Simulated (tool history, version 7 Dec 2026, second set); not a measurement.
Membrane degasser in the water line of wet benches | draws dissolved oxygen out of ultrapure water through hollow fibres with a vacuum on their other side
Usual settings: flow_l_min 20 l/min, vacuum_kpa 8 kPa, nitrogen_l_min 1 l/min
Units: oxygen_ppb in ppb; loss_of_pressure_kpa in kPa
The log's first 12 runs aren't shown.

| run | hour | flow_l_min | vacuum_kpa | nitrogen_l_min | hours since the membrane was changed | hours since the vacuum gauge was calibrated | hours since the vacuum lines were made tight | oxygen_ppb | loss_of_pressure_kpa |
|---|---|---|---|---|---|---|---|---|---|
| 13 | 775.4 | 18 | 8 | 1 | 2473 | 1747 | 2305 | 390.1 | 60.62 |
| 14 | 872.9 | 18 | 8 | 1 | 2570 | 1844 | 2402 | 386.2 | 61.15 |
| 15 | 960.8 | 20 | 8 | 1 | 2658 | 1932 | 2490 | 462.5 | 67.77 |
| 16 | 1007.2 | 20 | 12.76 | 1 | 2705 | 1979 | 2536 | 643.2 | 67.4 |
| 17 | 1083.4 | 20 | 12.76 | 1 | 2781 | 2055 | 2613 | 646.5 | 68.54 |
| 18 | 1175.9 | 20 | 12.76 | 1 | 2874 | 2147 | 2705 | 656.1 | 68.05 |
| 19 | 1219.5 | 20 | 8 | 0.71 | 2917 | 2191 | 2749 | 537.1 | 67.45 |
| 20 | 1278.1 | 18 | 14.2 | 2.68 | 2976 | 2250 | 2807 | 375.2 | 60.89 |
| 21 | 1375.6 | 18 | 15.96 | 2.63 | 3073 | 2347 | 2905 | 402.6 | 60.78 |
| 22 | 1416.6 | 20 | 4.99 | 1 | 3114 | 2388 | 2946 | 335.5 | 68.37 |
| 23 | 1508.9 | 20 | 8 | 0.42 | 3206 | 2480 | 3038 | 657.9 | 68.36 |
| 24 | 1570.3 | 26 | 14.71 | 2.3 | 3268 | 2542 | 3100 | 733.4 | 88.65 |
| 25 | 1621.8 | 21 | 8 | 0.99 | 3319 | 2593 | 3151 | 501 | 71.38 |
| 26 | 1676 | 21 | 8 | 0.99 | 3374 | 2648 | 3205 | 503.6 | 71.14 |
| 27 | 1741.8 | 21 | 8 | 0.99 | 3439 | 2713 | 3271 | 508.5 | 71 |
| 28 | 1828.2 | 21 | 8 | 0.99 | 3526 | 2800 | 3357 | 495.8 | 72.07 |
| 29 | 1876.6 | 28 | 8 | 1.15 | 3574 | 2848 | 3406 | 731.2 | 95.62 |
| 30 | 1975.6 | 14 | 16.01 | 2.69 | 3673 | 2947 | 3505 | 260.6 | 47.64 |
| 31 | 2063.7 | 16 | 17.61 | 0.61 | 3761 | 3035 | 3593 | 870.8 | 54.85 |
| 32 | 2115.5 | 24 | 10.04 | 1.92 | 3813 | 3087 | 3645 | 562.3 | 81.87 |
| 33 | 2209.3 | 24 | 10.04 | 1.92 | 3907 | 3181 | 3739 | 570.2 | 82.18 |

3 ways to go on from here, each from the tool as it stands after run 33. What would each give?
| A | 2267.7 | 24 | 11.04 | 1.65 | 3965 | 3239 | 3797 | ? | ? |
| B | 2267.7 | 18 | 10.04 | 1.92 | 3965 | 3239 | 3797 | ? | ? |
| C | 2267.7 | 20 | 10.04 | 1.92 | 3965 | 3239 | 3797 | ? | ? |

| run | oxygen_ppb | loss_of_pressure_kpa |
|---|---|---|
| A | 615.4 | 81.64 |
| B | 348.2 | 61.67 |
| C | 415.6 | 68.7 |
Without the tool's hidden state the same runs would have given:
| run | oxygen_ppb | loss_of_pressure_kpa |
|---|---|---|
| A | 614.6 | 79.79 |
| B | 347.6 | 60.27 |
| C | 414.9 | 67.14 |
